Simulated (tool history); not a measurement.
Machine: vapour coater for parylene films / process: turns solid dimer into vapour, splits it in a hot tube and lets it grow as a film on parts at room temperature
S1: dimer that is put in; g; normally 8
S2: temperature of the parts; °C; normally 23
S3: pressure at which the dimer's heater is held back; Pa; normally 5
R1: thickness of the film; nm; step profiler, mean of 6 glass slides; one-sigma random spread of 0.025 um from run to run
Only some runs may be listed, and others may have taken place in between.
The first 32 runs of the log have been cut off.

Run 33, hour 1268.6: usual settings but S1 13 g, S2 22 °C, S3 8.25 Pa. Result: R1 2550 nm.
Run 34, hour 1306.3: usual settings but S1 3 g, S3 6.23 Pa. Result: R1 590 nm.
Run 35, hour 1341.1: usual settings but S1 3 g, S3 6.23 Pa. Result: R1 590 nm.
Run 36, hour 1396.2: usual settings but S2 26 °C, S3 5.44 Pa. Result: R1 1550 nm.
Run 37, hour 1419.9: usual settings but S1 4 g, S2 25 °C, S3 2.26 Pa. Result: R1 890 nm.
Run 38, hour 1472.6: usual settings but S1 4 g, S2 25 °C, S3 2.26 Pa. Result: R1 900 nm.
Run 39, hour 1507: usual settings but S1 7 g, S2 34 °C, S3 5.86 Pa. Result: R1 1070 nm.
Run 40, hour 1532.1: usual settings but S1 10 g, S2 34 °C, S3 11.88 Pa. Result: R1 1360 nm.
Run 41, hour 1572.7: usual settings but S1 7 g, S2 19 °C, S3 2.39 Pa. Result: R1 1670 nm.
Run 42, hour 1601.7: usual settings but S3 4.1 Pa. Result: R1 1640 nm.
Run 43, hour 1634.4: usual settings but S1 6 g, S3 7.32 Pa. Result: R1 1180 nm.
Run 44, hour 1679.9: usual settings but S1 3 g, S2 16 °C, S3 2.32 Pa. Result: R1 780 nm.
Run 45, hour 1729.4: usual settings but S1 3 g, S2 16 °C, S3 2.32 Pa. Result: R1 760 nm.
Run 46, hour 1784.1: usual settings but S1 4 g, S2 18 °C. Result: R1 860 nm.
Run 47, hour 1829.5: usual settings but S1 4 g, S2 18 °C. Result: R1 880 nm.
Run 48, hour 1882.8: usual settings but S1 3 g, S2 17 °C. Result: R1 660 nm.

Consider 3 possible next runs. They are alternatives, not a sequence: every one starts from the tool as it was left by run 48. What does each give?
Run A, hour 1927.3: usual settings but S1 7 g, S2 17 °C. Result: R1 ?.
Run B, hour 1927.3: usual settings but S2 17 °C. Result: R1 ?.
Run C, hour 1927.3: usual settings but S1 4 g, S2 32 °C, S3 8.78 Pa. Result: R1 ?.

run    R1
  A  1550
  B  1740
  C   560
The same runs, with their run-to-run variation unchanged, on a tool lacking any hidden condition would have given:
run    R1
  A  1850
  B  2070
  C   670
